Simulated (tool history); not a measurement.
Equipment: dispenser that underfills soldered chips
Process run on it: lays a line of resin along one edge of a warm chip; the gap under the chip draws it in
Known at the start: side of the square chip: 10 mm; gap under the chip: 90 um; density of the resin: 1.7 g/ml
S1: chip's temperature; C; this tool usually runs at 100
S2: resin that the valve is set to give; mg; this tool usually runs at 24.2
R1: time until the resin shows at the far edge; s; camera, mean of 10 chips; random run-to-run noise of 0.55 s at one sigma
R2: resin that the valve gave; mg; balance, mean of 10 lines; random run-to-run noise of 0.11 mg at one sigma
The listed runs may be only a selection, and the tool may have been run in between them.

run	day	S1	S2	R1	R2
1	0	100	24.2	52.5	23.48
2	0.446	100	24.2	72.2	23.6
# day 0.542: new syringe of resin
3	0.883	91	24.2	92.5	23.44
# day 1.088: new syringe of resin
4	1.421	91	24.2	92.2	23.32
# day 1.617: new syringe of resin
5	1.842	91	24.2	85.4	23.05
# day 2.158: new syringe of resin
6	2.404	91	24.2	85.6	23.04
# day 2.704: new syringe of resin
7	2.842	91	24.2	80.5	22.78
# day 3.262: new syringe of resin
8	3.371	91	24.2	80.4	22.84

Forecast run 9:
9	3.608	98	21.2	?	?

Run 9 gave R1 72.9 s, R2 19.96 mg.
Without the tool's hidden state the same run would have given R1 50.6 s, R2 21.3 mg.

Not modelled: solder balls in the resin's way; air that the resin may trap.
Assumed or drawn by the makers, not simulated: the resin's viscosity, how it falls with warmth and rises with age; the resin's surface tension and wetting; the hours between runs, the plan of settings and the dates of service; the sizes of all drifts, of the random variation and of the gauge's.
